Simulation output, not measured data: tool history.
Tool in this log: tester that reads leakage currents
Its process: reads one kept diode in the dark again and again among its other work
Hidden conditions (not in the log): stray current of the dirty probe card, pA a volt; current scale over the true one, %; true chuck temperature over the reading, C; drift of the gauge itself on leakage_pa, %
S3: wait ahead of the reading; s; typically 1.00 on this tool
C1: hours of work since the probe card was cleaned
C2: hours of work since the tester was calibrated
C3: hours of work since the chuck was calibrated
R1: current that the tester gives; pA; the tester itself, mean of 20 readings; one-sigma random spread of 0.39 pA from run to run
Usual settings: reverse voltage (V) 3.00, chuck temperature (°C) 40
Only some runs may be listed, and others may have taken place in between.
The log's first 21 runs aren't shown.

Run 22, hour 1069.1: usual settings but reverse voltage (V) 8.21, chuck temperature (°C) 39; C1 665; C2 859; C3 374. Result: R1 208.07 pA.
Run 23, hour 1141.2: usual settings but reverse voltage (V) 4.71, chuck temperature (°C) 20, S3 0.83 s; C1 699; C2 893; C3 408. Result: R1 31.62 pA.
Run 24, hour 1174.2: usual settings but chuck temperature (°C) 59, S3 3.79 s; C1 714; C2 908; C3 424. Result: R1 534.04 pA.
Run 25, hour 1234.1: usual settings but chuck temperature (°C) 59, S3 3.79 s; C1 742; C2 936; C3 452. Result: R1 533.31 pA.
Run 26, hour 1293.1: usual settings but chuck temperature (°C) 59, S3 3.79 s; C1 770; C2 964; C3 480. Result: R1 533.01 pA.
Run 27, hour 1350.9: usual settings but reverse voltage (V) 9.59, S3 9.93 s; C1 797; C2 991; C3 507. Result: R1 243.46 pA.
Run 28, hour 1383.0: usual settings but reverse voltage (V) 3.81, chuck temperature (°C) 47, S3 5.67 s; C1 812; C2 1006; C3 522. Result: R1 252.97 pA.
Run 29, hour 1455.1: usual settings but reverse voltage (V) 3.81, chuck temperature (°C) 47, S3 5.67 s; C1 846; C2 1040; C3 556. Result: R1 252.74 pA.
Run 30, hour 1489.8: usual settings but reverse voltage (V) 2.50, S3 4.89 s; C1 863; C2 1057; C3 572. Result: R1 117.32 pA.
Run 31, hour 1544.5: usual settings but reverse voltage (V) 2.50, S3 4.89 s; C1 888; C2 1082; C3 598. Result: R1 117.38 pA.
Run 32, hour 1589.9: usual settings but reverse voltage (V) 2.50, S3 4.89 s; C1 910; C2 1104; C3 619. Result: R1 118.15 pA.
Run 33, hour 1655.7: usual settings but reverse voltage (V) 5.05, chuck temperature (°C) 21; C1 941; C2 1135; C3 650. Result: R1 35.79 pA.
Run 34, hour 1692.8: usual settings but reverse voltage (V) 3.14, chuck temperature (°C) 21, S3 0.64 s; C1 958; C2 1152; C3 668. Result: R1 27.63 pA.
Run 35, hour 1764.7: usual settings but reverse voltage (V) 3.14, chuck temperature (°C) 21, S3 0.64 s; C1 992; C2 1186; C3 702. Result: R1 27.79 pA.
Run 36, hour 1818.6: usual settings but reverse voltage (V) 3.14, chuck temperature (°C) 21, S3 0.64 s; C1 1017; C2 1211; C3 727. Result: R1 27.55 pA.
Run 37, hour 1882.6: usual settings but reverse voltage (V) 12.70, S3 6.31 s; C1 1047; C2 1241; C3 757. Result: R1 283.27 pA.
Run 38, hour 1918.6: usual settings but reverse voltage (V) 2.08, S3 0.87 s; C1 1064; C2 1258; C3 774. Result: R1 106.55 pA.
Run 39, hour 1980.8: usual settings but reverse voltage (V) 3.32, S3 8.53 s; C1 1093; C2 1288; C3 803. Result: R1 137.34 pA.

Below are 5 alternative next runs, each starting from the tool's condition after run 39. Predict each:
At hour 2028.3: chuck's temperature calibrated.
Run A, hour 2043.1: usual settings but reverse voltage (V) 17.18, chuck temperature (°C) 34, S3 8.53 s; C1 1122; C2 1316; C3 7. Result: R1 ?.
At hour 2028.3: chuck's temperature calibrated.
Run B, hour 2043.1: usual settings but reverse voltage (V) 1.79, S3 8.53 s; C1 1122; C2 1316; C3 7. Result: R1 ?.
At hour 2028.3: chuck's temperature calibrated.
Run C, hour 2043.1: usual settings but reverse voltage (V) 3.32, S3 1.94 s; C1 1122; C2 1316; C3 7. Result: R1 ?.
At hour 2028.3: chuck's temperature calibrated.
Run D, hour 2043.1: usual settings but reverse voltage (V) 3.25, chuck temperature (°C) 35; C1 1122; C2 1316; C3 7. Result: R1 ?.
At hour 2028.3: chuck's temperature calibrated.
Run E, hour 2043.1: usual settings but reverse voltage (V) 6.48, S3 8.53 s; C1 1122; C2 1316; C3 7. Result: R1 ?.

run      R1
  A  206.33
  B   98.07
  C  138.41
  D   91.84
  E  197.32
Had the tool no hidden state, the same runs would have come out as:
run      R1
  A  206.31
  B   98.07
  C  138.40
  D   91.83
  E  197.31

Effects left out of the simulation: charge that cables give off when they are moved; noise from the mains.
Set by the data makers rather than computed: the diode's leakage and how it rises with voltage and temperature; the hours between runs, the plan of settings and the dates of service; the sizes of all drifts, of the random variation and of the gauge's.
